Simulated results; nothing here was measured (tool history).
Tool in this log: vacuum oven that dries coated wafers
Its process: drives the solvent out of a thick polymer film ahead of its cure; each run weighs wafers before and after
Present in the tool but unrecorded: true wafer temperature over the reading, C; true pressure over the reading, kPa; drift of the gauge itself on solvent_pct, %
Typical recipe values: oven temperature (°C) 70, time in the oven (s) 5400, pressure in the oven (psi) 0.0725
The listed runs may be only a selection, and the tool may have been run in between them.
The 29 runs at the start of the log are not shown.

run    hour  oven temperature (°C)  time in the oven (s)  pressure in the oven (psi)  hours of work since the thermocouples were calibrated  hours of work since the vacuum gauge was cleaned of residue  solvent left in the film (%)
 30   764.2                     75                  4620                      0.1981                                                    735                                                          665                          1.14
 31   797.4                     70                  3840                      0.1584                                                    758                                                          688                          2.97
 32   827.3                     70                  3840                      0.1584                                                    778                                                          708                          3.04
 33   845.2                     85                  8280                      0.2064                                                    790                                                          720                          0.26
 34   880.9                     85                  8280                      0.2064                                                    815                                                          745                          0.28
 35   914.6                     85                  8280                      0.2064                                                    838                                                          768                          0.25
 36   933.7                     65                  6840                      0.0516                                                    851                                                          781                          1.93
 37   964.7                     78                  3360                        0.05                                                    872                                                          802                          1.25
 38  1001.3                     70                  3960                      0.0725                                                    897                                                          827                          2.68
 39    1032                     77                  5520                       0.122                                                    918                                                          848                          0.52
 40  1066.3                     56                  4380                      0.0725                                                    941                                                          871                          7.26
 41  1092.3                     61                  5400                      0.1363                                                    959                                                          889                          4.48

What if the next run were any one of these 5? Each begins from the tool's condition after run 41:
  A  1120.1                     62                  4140                      0.0598                                                    978                                                          908                             ?
  B  1120.1                     61                  4380                      0.0811                                                    978                                                          908                             ?
  C  1120.1                     61                  6360                      0.0399                                                    978                                                          908                             ?
  D  1120.1                     61                  4800                      0.0413                                                    978                                                          908                             ?
  E  1120.1                     70                  3540                      0.0702                                                    978                                                          908                             ?

run  solvent left in the film (%)
  A                          5.32
  B                           5.6
  C                          3.44
  D                           4.8
  E                          3.26
Take away the tool's hidden state, keep each run's random variation, and the runs would have read:
run  solvent left in the film (%)
  A                          5.33
  B                          5.62
  C                          3.45
  D                          4.82
  E                          3.28

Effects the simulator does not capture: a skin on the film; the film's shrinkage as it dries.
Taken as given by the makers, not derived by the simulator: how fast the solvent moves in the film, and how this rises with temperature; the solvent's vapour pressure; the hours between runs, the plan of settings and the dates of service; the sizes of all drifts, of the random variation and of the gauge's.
